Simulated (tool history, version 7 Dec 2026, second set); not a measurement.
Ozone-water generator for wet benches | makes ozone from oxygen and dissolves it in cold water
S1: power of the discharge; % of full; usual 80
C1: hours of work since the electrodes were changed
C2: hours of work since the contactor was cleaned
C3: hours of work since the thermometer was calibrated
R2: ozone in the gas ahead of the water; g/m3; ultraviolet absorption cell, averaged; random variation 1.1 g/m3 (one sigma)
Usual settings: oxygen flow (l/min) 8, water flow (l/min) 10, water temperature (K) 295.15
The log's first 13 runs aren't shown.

Run 14, hour 306.3: usual settings; C1 742; C2 2968; C3 2571. Result: dissolved ozone (ppm) 31, R2 185.2 g/m3.
Run 15, hour 341.5: usual settings; C1 772; C2 2998; C3 2601. Result: dissolved ozone (ppm) 31.2, R2 183.8 g/m3.
Run 16, hour 375.6: usual settings; C1 800; C2 3027; C3 2630. Result: dissolved ozone (ppm) 31, R2 185 g/m3.
Run 17, hour 402.5: usual settings; C1 823; C2 3049; C3 2653. Result: dissolved ozone (ppm) 30.8, R2 183 g/m3.
Run 18, hour 423.7: usual settings but S1 63 % of full, oxygen flow (l/min) 8.75, water temperature (K) 288.15; C1 841; C2 3067; C3 2671. Result: dissolved ozone (ppm) 30.2, R2 150.5 g/m3.
Run 19, hour 442.2: usual settings but S1 63 % of full, oxygen flow (l/min) 13.57, water flow (l/min) 15, water temperature (K) 302.15; C1 857; C2 3083; C3 2687. Result: dissolved ozone (ppm) 15.6, R2 113.7 g/m3.
Run 20, hour 460: usual settings but oxygen flow (l/min) 5.43, water flow (l/min) 7; C1 872; C2 3098; C3 2702. Result: dissolved ozone (ppm) 40.7, R2 233.6 g/m3.
Run 21, hour 480.4: usual settings but oxygen flow (l/min) 6.12, water flow (l/min) 9; C1 889; C2 3115; C3 2719. Result: dissolved ozone (ppm) 35, R2 216.2 g/m3.
Run 22, hour 496: usual settings but oxygen flow (l/min) 6.12, water flow (l/min) 9; C1 903; C2 3129; C3 2732. Result: dissolved ozone (ppm) 35.1, R2 216.9 g/m3.
Run 23, hour 511.5: usual settings but oxygen flow (l/min) 6.12, water flow (l/min) 9; C1 916; C2 3142; C3 2746. Result: dissolved ozone (ppm) 35.3, R2 217.4 g/m3.
Run 24, hour 530.4: usual settings but S1 62 % of full, oxygen flow (l/min) 10.85, water flow (l/min) 15, water temperature (K) 303.15; C1 932; C2 3158; C3 2762. Result: dissolved ozone (ppm) 16.4, R2 130.5 g/m3.
Run 25, hour 550.2: usual settings but S1 62 % of full, oxygen flow (l/min) 10.85, water flow (l/min) 15, water temperature (K) 303.15; C1 949; C2 3175; C3 2778. Result: dissolved ozone (ppm) 16.3, R2 128.6 g/m3.
Run 26, hour 565.2: usual settings but S1 62 % of full, oxygen flow (l/min) 10.85, water flow (l/min) 15, water temperature (K) 303.15; C1 961; C2 3187; C3 2791. Result: dissolved ozone (ppm) 16.1, R2 129.5 g/m3.
Run 27, hour 591.4: usual settings but S1 62 % of full, oxygen flow (l/min) 10.85, water flow (l/min) 15, water temperature (K) 303.15; C1 983; C2 3210; C3 2813. Result: dissolved ozone (ppm) 16.2, R2 131.1 g/m3.

The next listed run, before its measurement:
Run 28, hour 611.5: usual settings but S1 62 % of full, oxygen flow (l/min) 10.85, water flow (l/min) 15, water temperature (K) 303.15; C1 1001; C2 3227; C3 2830. Result: dissolved ozone (ppm) ?, R2 ?.

{"run 28": {"dissolved ozone (ppm)": 16.4, "R2": 128.7}}
Without the tool's hidden state the same run would have given dissolved ozone (ppm) 17.4, R2 130.6 g/m3.
